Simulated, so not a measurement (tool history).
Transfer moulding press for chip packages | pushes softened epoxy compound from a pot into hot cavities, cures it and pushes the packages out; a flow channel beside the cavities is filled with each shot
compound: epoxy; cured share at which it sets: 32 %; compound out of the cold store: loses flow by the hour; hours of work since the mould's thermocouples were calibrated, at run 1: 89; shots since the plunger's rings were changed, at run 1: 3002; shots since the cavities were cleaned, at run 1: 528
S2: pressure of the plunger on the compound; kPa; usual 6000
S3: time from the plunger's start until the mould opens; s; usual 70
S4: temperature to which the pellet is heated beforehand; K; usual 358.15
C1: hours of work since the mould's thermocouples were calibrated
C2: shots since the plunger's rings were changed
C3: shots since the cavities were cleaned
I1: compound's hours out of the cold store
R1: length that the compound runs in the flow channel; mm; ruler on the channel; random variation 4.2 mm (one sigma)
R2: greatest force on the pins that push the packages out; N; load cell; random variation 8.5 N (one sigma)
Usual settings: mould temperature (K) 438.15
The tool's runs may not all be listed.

Run 1, hour 0: usual settings; C1 89; C2 3002; C3 528; I1 40. Result: R1 764 mm, R2 557 N.
At hour 9.1: cavities cleaned with cleaning compound and waxed.
Run 2, hour 16: usual settings; C1 97; C2 3188; C3 88; I1 24.4. Result: R1 818 mm, R2 429 N.
Run 3, hour 25.5: usual settings; C1 102; C2 3310; C3 210; I1 45.4. Result: R1 738 mm, R2 447 N.
Run 4, hour 43.2: usual settings; C1 112; C2 3537; C3 437; I1 21.9. Result: R1 831 mm, R2 574 N.
Run 5, hour 57.5: usual settings; C1 120; C2 3720; C3 620; I1 35.8. Result: R1 773 mm, R2 566 N.
At hour 60.2: cavities cleaned with cleaning compound and waxed.
Run 6, hour 68.6: usual settings; C1 125; C2 3844; C3 109; I1 35.7. Result: R1 770 mm, R2 419 N.
Run 7, hour 85.1: usual settings; C1 134; C2 4055; C3 320; I1 36.9. Result: R1 770 mm, R2 499 N.
At hour 93.8: plunger's sealing rings changed.
Run 8, hour 97.7: usual settings but S4 350.15 K; C1 139; C2 51; C3 450; I1 33.2. Result: R1 808 mm, R2 585 N.
At hour 113.5: cavities cleaned with cleaning compound and waxed.
Run 9, hour 114.9: usual settings but S4 350.15 K; C1 148; C2 252; C3 18; I1 45.4. Result: R1 755 mm, R2 386 N.
Run 10, hour 132.8: usual settings but S4 350.15 K; C1 158; C2 480; C3 246; I1 30.6. Result: R1 804 mm, R2 503 N.
Run 11, hour 142.8: usual settings but S4 350.15 K; C1 163; C2 609; C3 375; I1 35.8. Result: R1 790 mm, R2 513 N.
Run 12, hour 157.5: usual settings but S2 7190 kPa, S4 350.15 K; C1 171; C2 797; C3 563; I1 45.3. Result: R1 830 mm, R2 571 N.
At hour 164.4: cavities cleaned with cleaning compound and waxed.
Run 13, hour 170.9: usual settings but S2 7190 kPa, S4 350.15 K; C1 178; C2 950; C3 83; I1 13. Result: R1 968 mm, R2 451 N.
Run 14, hour 186.4: usual settings but S2 7190 kPa, S4 350.15 K; C1 186; C2 1149; C3 282; I1 44.1. Result: R1 827 mm, R2 484 N.
Run 15, hour 196.1: usual settings but S2 4850 kPa, S3 92 s, S4 351.15 K; C1 192; C2 1274; C3 407; I1 30.5. Result: R1 725 mm, R2 348 N.
Run 16, hour 208.6: usual settings but mould temperature (K) 432.15, S2 5290 kPa, S3 95 s, S4 352.15 K; C1 198; C2 1433; C3 566; I1 39. Result: R1 744 mm, R2 440 N.
At hour 215.3: cavities cleaned with cleaning compound and waxed.
Run 17, hour 220.2: usual settings but mould temperature (K) 432.15, S2 5290 kPa, S3 95 s, S4 352.15 K; C1 204; C2 1562; C3 61; I1 26. Result: R1 791 mm, R2 324 N.
Run 18, hour 235.5: usual settings but mould temperature (K) 432.15, S2 5290 kPa, S3 95 s, S4 352.15 K; C1 212; C2 1760; C3 259; I1 45.4. Result: R1 719 mm, R2 359 N.
Run 19, hour 243.9: usual settings but S3 63 s; C1 217; C2 1867; C3 366; I1 28.2. Result: R1 807 mm, R2 690 N.
Run 20, hour 257.9: usual settings but S3 63 s; C1 225; C2 2047; C3 546; I1 42.4. Result: R1 758 mm, R2 713 N.
At hour 265.6: cavities cleaned with cleaning compound and waxed.
Run 21, hour 276: usual settings but mould temperature (K) 433.15, S2 5090 kPa, S3 74 s, S4 367.15 K; C1 234; C2 2259; C3 134; I1 15.9. Result: R1 799 mm, R2 525 N.
Run 22, hour 289.6: usual settings but mould temperature (K) 433.15, S2 5090 kPa, S3 74 s, S4 367.15 K; C1 241; C2 2434; C3 309; I1 45.2. Result: R1 695 mm, R2 551 N.
Run 23, hour 300.1: usual settings but mould temperature (K) 442.15, S2 4540 kPa, S3 74 s, S4 350.15 K; C1 247; C2 2568; C3 443; I1 17.5. Result: R1 728 mm, R2 415 N.
At hour 315.6: cavities cleaned with cleaning compound and waxed.
Run 24, hour 319: usual settings but mould temperature (K) 442.15, S2 4540 kPa, S3 74 s, S4 350.15 K; C1 256; C2 2791; C3 43; I1 28.6. Result: R1 696 mm, R2 266 N.
Run 25, hour 331.6: usual settings but mould temperature (K) 442.15, S2 7370 kPa, S3 74 s, S4 350.15 K; C1 263; C2 2952; C3 204; I1 16.5. Result: R1 927 mm, R2 334 N.
Run 26, hour 339.7: usual settings but mould temperature (K) 436.15, S4 365.15 K; C1 268; C2 3056; C3 308; I1 18.1. Result: R1 847 mm, R2 552 N.
Run 27, hour 356.3: usual settings but S2 5850 kPa; C1 277; C2 3270; C3 522; I1 33.5. Result: R1 770 mm, R2 548 N.

Hidden state at the last listed run before each entry between runs and at the first one after, where it differs:
Between runs 1 and 2: cavities cleaned with cleaning compound and waxed (hour 9.1)
  true mould temperature over the reading, C: 0.24 -> 0.26; pressure that reaches the compound, % of what is set: 94.32 -> 93.94; grip of the stained cavities, % over clean ones': 56.8 -> 14.2
  measured less the result without the state, R1: -23 -> -27 mm; R2: +195 -> +47 N
Between runs 5 and 6: cavities cleaned with cleaning compound and waxed (hour 60.2)
  true mould temperature over the reading, C: 0.32 -> 0.33; pressure that reaches the compound, % of what is set: 92.88 -> 92.64; grip of the stained cavities, % over clean ones': 66.9 -> 16.6
  measured less the result without the state, R1: -30 -> -30 mm; R2: +222 -> +51 N
Between runs 7 and 8: plunger's sealing rings changed (hour 93.8)
  true mould temperature over the reading, C: 0.35 -> 0.37; pressure that reaches the compound, % of what is set: 92.22 -> 99.06; grip of the stained cavities, % over clean ones': 42 -> 55.1
  measured less the result without the state, R1: -32 -> -5 mm; R2: +138 -> +196 N
Between runs 8 and 9: cavities cleaned with cleaning compound and waxed (hour 113.5)
  true mould temperature over the reading, C: 0.37 -> 0.39; pressure that reaches the compound, % of what is set: 99.06 -> 98.65; grip of the stained cavities, % over clean ones': 55.1 -> 3.7
  measured less the result without the state, R1: -5 -> -6 mm; R2: +196 -> +5 N
Between runs 12 and 13: cavities cleaned with cleaning compound and waxed (hour 164.4)
  true mould temperature over the reading, C: 0.44 -> 0.46; pressure that reaches the compound, % of what is set: 97.62 -> 97.32; grip of the stained cavities, % over clean ones': 63.9 -> 14.2
  measured less the result without the state, R1: -11 -> -14 mm; R2: +212 -> +42 N
Between runs 16 and 17: cavities cleaned with cleaning compound and waxed (hour 215.3)
  true mould temperature over the reading, C: 0.51 -> 0.53; pressure that reaches the compound, % of what is set: 96.41 -> 96.16; grip of the stained cavities, % over clean ones': 64.7 -> 12.9
  measured less the result without the state, R1: -15 -> -17 mm; R2: +165 -> +29 N
Between runs 20 and 21: cavities cleaned with cleaning compound and waxed (hour 265.6)
  true mould temperature over the reading, C: 0.58 -> 0.6; pressure that reaches the compound, % of what is set: 95.21 -> 94.81; grip of the stained cavities, % over clean ones': 64.6 -> 22
  measured less the result without the state, R1: -19 -> -23 mm; R2: +264 -> +76 N
Between runs 23 and 24: cavities cleaned with cleaning compound and waxed (hour 315.6)
  true mould temperature over the reading, C: 0.63 -> 0.65; pressure that reaches the compound, % of what is set: 94.2 -> 93.75; grip of the stained cavities, % over clean ones': 56.3 -> 5.9
  measured less the result without the state, R1: -23 -> -24 mm; R2: +142 -> +8 N

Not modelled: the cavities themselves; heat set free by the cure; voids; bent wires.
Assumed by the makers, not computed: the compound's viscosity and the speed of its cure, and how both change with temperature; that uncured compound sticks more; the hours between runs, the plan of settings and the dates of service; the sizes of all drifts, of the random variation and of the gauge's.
